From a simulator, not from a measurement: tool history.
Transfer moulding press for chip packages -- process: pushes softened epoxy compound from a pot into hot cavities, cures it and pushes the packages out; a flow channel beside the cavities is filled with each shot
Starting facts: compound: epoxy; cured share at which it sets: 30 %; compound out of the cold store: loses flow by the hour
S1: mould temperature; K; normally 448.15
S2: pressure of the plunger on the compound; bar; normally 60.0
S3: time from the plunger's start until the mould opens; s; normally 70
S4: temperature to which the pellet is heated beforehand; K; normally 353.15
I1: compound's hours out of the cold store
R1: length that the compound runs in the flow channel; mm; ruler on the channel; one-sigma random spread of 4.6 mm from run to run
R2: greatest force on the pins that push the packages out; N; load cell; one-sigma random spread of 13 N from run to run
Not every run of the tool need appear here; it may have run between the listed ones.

run 1 hour=0.0 | S1=448.15 S2=60.0 S3=70 S4=353.15 | I1=44.8 | R1=728 R2=774
run 2 hour=18.7 | S1=448.15 S2=60.0 S3=70 S4=353.15 | I1=41.8 | R1=740 R2=837
run 3 hour=35.8 | S1=448.15 S2=60.0 S3=70 S4=353.15 | I1=21.2 | R1=831 R2=923
run 4 hour=43.7 | S1=448.15 S2=60.0 S3=70 S4=353.15 | I1=11.3 | R1=882 R2=972
-- hour=49.9 cavities cleaned with cleaning compound and waxed
run 5 hour=60.1 | S1=448.15 S2=60.0 S3=70 S4=353.15 | I1=14.5 | R1=858 R2=723
run 6 hour=78.5 | S1=448.15 S2=60.0 S3=70 S4=353.15 | I1=33.5 | R1=770 R2=762
run 7 hour=89.7 | S1=448.15 S2=60.0 S3=70 S4=358.15 | I1=16.6 | R1=841 R2=844
run 8 hour=103.0 | S1=448.15 S2=60.0 S3=70 S4=358.15 | I1=34.9 | R1=750 R2=834
run 9 hour=118.0 | S1=448.15 S2=60.0 S3=70 S4=358.15 | I1=21.5 | R1=817 R2=894
-- hour=125.0 cavities cleaned with cleaning compound and waxed
run 10 hour=128.1 | S1=448.15 S2=60.0 S3=70 S4=363.15 | I1=37.3 | R1=737 R2=624
run 11 hour=143.6 | S1=448.15 S2=60.0 S3=74 S4=363.15 | I1=15.0 | R1=840 R2=668
run 12 hour=159.2 | S1=448.15 S2=60.0 S3=74 S4=363.15 | I1=28.9 | R1=772 R2=716
run 13 hour=178.2 | S1=448.15 S2=60.0 S3=74 S4=358.15 | I1=23.1 | R1=796 R2=775
run 14 hour=192.0 | S1=448.15 S2=60.0 S3=74 S4=358.15 | I1=16.0 | R1=826 R2=838
-- hour=200.8 cavities cleaned with cleaning compound and waxed
run 15 hour=205.7 | S1=448.15 S2=45.8 S3=105 S4=353.15 | I1=35.0 | R1=644 R2=457
-- hour=208.9 mould's thermocouples calibrated
-- hour=215.1 plunger's sealing rings changed
run 16 hour=221.8 | S1=446.15 S2=71.0 S3=94 S4=360.15 | I1=12.7 | R1=962 R2=551
run 17 hour=232.0 | S1=446.15 S2=60.0 S3=70 S4=355.15 | I1=10.0 | R1=910 R2=941
-- hour=245.2 mould's thermocouples calibrated, once more
run 18 hour=251.9 | S1=447.15 S2=50.1 S3=70 S4=355.15 | I1=21.9 | R1=764 R2=913
run 19 hour=262.3 | S1=447.15 S2=60.0 S3=57 S4=353.15 | I1=28.9 | R1=789 R2=1542
-- hour=282.7 cavities cleaned with cleaning compound and waxed
run 20 hour=282.7 | S1=452.15 S2=60.0 S3=79 S4=353.15 | I1=31.9 | R1=761 R2=464
run 21 hour=301.4 | S1=452.15 S2=70.5 S3=79 S4=346.15 | I1=9.4 | R1=941 R2=553
run 22 hour=310.7 | S1=452.15 S2=70.5 S3=79 S4=346.15 | I1=19.6 | R1=875 R2=594
run 23 hour=318.6 | S1=452.15 S2=70.5 S3=79 S4=346.15 | I1=26.0 | R1=852 R2=587

What if the next run were any one of these 3? Each begins from the tool's condition after run 23:
run A hour=334.8 | S1=448.15 S2=55.2 S3=105 S4=348.15 | I1=40.4 | R1=? R2=?
run B hour=334.8 | S1=445.15 S2=70.5 S3=79 S4=350.15 | I1=36.4 | R1=? R2=?
run C hour=334.8 | S1=453.15 S2=60.0 S3=70 S4=360.15 | I1=11.9 | R1=? R2=?

run=A R1=706 R2=630
run=B R1=821 R2=813
run=C R1=849 R2=674
What these runs would have given with no unlogged condition in the tool:
run=A R1=726 R2=440
run=B R1=844 R2=577
run=C R1=874 R2=474
